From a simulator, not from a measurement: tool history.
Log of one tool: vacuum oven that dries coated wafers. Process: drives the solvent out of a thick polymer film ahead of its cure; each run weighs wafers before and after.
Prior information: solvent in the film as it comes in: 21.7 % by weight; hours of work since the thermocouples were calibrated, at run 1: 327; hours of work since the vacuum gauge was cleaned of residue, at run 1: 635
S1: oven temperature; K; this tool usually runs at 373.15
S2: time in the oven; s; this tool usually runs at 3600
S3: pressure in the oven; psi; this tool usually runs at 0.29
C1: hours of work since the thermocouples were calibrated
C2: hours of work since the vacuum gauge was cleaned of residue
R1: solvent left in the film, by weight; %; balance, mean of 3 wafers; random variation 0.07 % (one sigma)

run 1 hour=0 | S1=373.15 S2=3600 S3=0.29 | C1=327 C2=635 | R1=5.34
run 2 hour=98 | S1=373.15 S2=3600 S3=0.29 | C1=402 C2=709 | R1=5.38
run 3 hour=197.1 | S1=373.15 S2=3600 S3=0.29 | C1=477 C2=784 | R1=5.56
run 4 hour=293.8 | S1=373.15 S2=3600 S3=0.31 | C1=550 C2=858 | R1=5.6
run 5 hour=371.8 | S1=373.15 S2=3600 S3=0.31 | C1=610 C2=917 | R1=5.71
run 6 hour=456.3 | S1=373.15 S2=3600 S3=0.31 | C1=674 C2=981 | R1=5.95
run 7 hour=553.5 | S1=373.15 S2=4740 S3=0.31 | C1=748 C2=1055 | R1=4.59
-- hour=562.7 vacuum gauge cleaned of residue and calibrated
-- hour=610.4 oven's thermocouples calibrated
run 8 hour=633.5 | S1=373.15 S2=4740 S3=0.31 | C1=17 C2=52 | R1=4.45
run 9 hour=712.3 | S1=373.15 S2=4740 S3=0.31 | C1=77 C2=112 | R1=4.63
run 10 hour=809.8 | S1=373.15 S2=4740 S3=0.31 | C1=151 C2=186 | R1=4.53
run 11 hour=876.6 | S1=373.15 S2=4740 S3=0.31 | C1=202 C2=237 | R1=4.58
run 12 hour=969 | S1=373.15 S2=4740 S3=1.149 | C1=272 C2=307 | R1=9.77
run 13 hour=1053.1 | S1=373.15 S2=2280 S3=0.216 | C1=336 C2=371 | R1=7.9
run 14 hour=1105.2 | S1=363.15 S2=3600 S3=1.107 | C1=376 C2=411 | R1=14.74
run 15 hour=1206.2 | S1=360.15 S2=3600 S3=0.435 | C1=453 C2=488 | R1=10.98

Each row is a separate what-if for the run after 15, all from the same tool condition, not one after another. Results?
run A hour=1276.6 | S1=373.15 S2=3360 S3=0.155 | C1=506 C2=541 | R1=?
run B hour=1276.6 | S1=386.15 S2=3180 S3=0.154 | C1=506 C2=541 | R1=?
run C hour=1276.6 | S1=362.15 S2=2580 S3=0.979 | C1=506 C2=541 | R1=?
run D hour=1276.6 | S1=360.15 S2=3600 S3=0.258 | C1=506 C2=541 | R1=?
run E hour=1276.6 | S1=360.15 S2=3600 S3=0.406 | C1=506 C2=541 | R1=?

run=A R1=5.53
run=B R1=2.77
run=C R1=15.58
run=D R1=9.55
run=E R1=10.91
Without the tool's hidden state the same runs would have given:
run=A R1=4.52
run=B R1=2.09
run=C R1=14.33
run=D R1=8.23
run=E R1=9.55

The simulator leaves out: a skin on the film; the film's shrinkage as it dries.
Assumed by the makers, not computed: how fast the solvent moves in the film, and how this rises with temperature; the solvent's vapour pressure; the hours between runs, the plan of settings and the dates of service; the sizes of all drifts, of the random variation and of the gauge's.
